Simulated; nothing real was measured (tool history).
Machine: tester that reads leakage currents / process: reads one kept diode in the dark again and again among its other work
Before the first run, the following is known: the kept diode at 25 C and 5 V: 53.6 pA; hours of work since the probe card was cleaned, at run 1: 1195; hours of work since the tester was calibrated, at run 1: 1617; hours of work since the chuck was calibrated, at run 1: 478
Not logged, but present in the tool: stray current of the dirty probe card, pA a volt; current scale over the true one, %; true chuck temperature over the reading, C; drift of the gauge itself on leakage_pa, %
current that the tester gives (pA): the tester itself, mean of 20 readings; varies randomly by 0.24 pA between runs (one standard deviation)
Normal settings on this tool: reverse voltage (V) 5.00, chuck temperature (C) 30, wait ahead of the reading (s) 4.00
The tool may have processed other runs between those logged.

run    hour  reverse voltage (V)  chuck temperature (C)  wait ahead of the reading (s)  hours of work since the probe card was cleaned  hours of work since the tester was calibrated  hours of work since the chuck was calibrated  current that the tester gives (pA)
  1     0.0                 5.00                     30                           4.00                                            1195                                           1617                                           478                               78.30
  2    97.2                 5.00                     30                           4.00                                            1238                                           1661                                           522                               78.65
  3   202.2                 5.00                     30                           4.00                                            1286                                           1708                                           569                               78.49
  4   299.2                 5.00                     30                           4.00                                            1329                                           1752                                           613                               78.09
  5   379.9                 5.00                     30                           4.00                                            1366                                           1788                                           649                               78.51
  6   547.1                 5.00                     30                           4.00                                            1441                                           1863                                           724                               78.03
  7   674.0                 5.00                     30                           4.00                                            1498                                           1920                                           781                               78.15
  8   791.3                 5.00                     30                           4.00                                            1551                                           1973                                           834                               77.71
      944.3  -- chuck's temperature calibrated
  9   956.1                 5.00                     30                           4.00                                            1624                                           2046                                             5                               82.93
 10  1088.1                 1.95                     30                           3.19                                            1683                                           2106                                            65                               54.98
 11  1230.8                 7.31                     25                           4.00                                            1747                                           2170                                           129                               71.55
 12  1353.9                 6.69                     40                           1.24                                            1803                                           2225                                           184                              177.44
 13  1491.8                 5.00                     30                           3.64                                            1865                                           2287                                           246                               82.78
 14  1654.8                 1.14                     30                           6.89                                            1938                                           2361                                           320                               43.03
 15  1727.7                 1.14                     30                           6.89                                            1971                                           2394                                           352                               42.85
 16  1893.5                 5.69                     30                           2.25                                            2046                                           2468                                           427                               87.37
 17  1988.3                 1.06                     30                           3.92                                            2088                                           2511                                           470                               41.67

Pick out some run-to-run changes in current that the tester gives (pA). Of each, how much would a tool without hidden state show as well, from the settings, what came in and chance, and how much is left for the hidden state and any gauge scatter not in both results compared?
Run 10 -> 11: reverse voltage (V) 1.95 -> 7.31, chuck temperature (C) 30 -> 25, wait ahead of the reading (s) 3.19 -> 4.00. current that the tester gives (pA) +16.57: hidden state +6.88, all else +9.69.
Run 11 -> 12: reverse voltage (V) 7.31 -> 6.69, chuck temperature (C) 25 -> 40, wait ahead of the reading (s) 4.00 -> 1.24. current that the tester gives (pA) +105.89: hidden state -3.13, all else +109.02.

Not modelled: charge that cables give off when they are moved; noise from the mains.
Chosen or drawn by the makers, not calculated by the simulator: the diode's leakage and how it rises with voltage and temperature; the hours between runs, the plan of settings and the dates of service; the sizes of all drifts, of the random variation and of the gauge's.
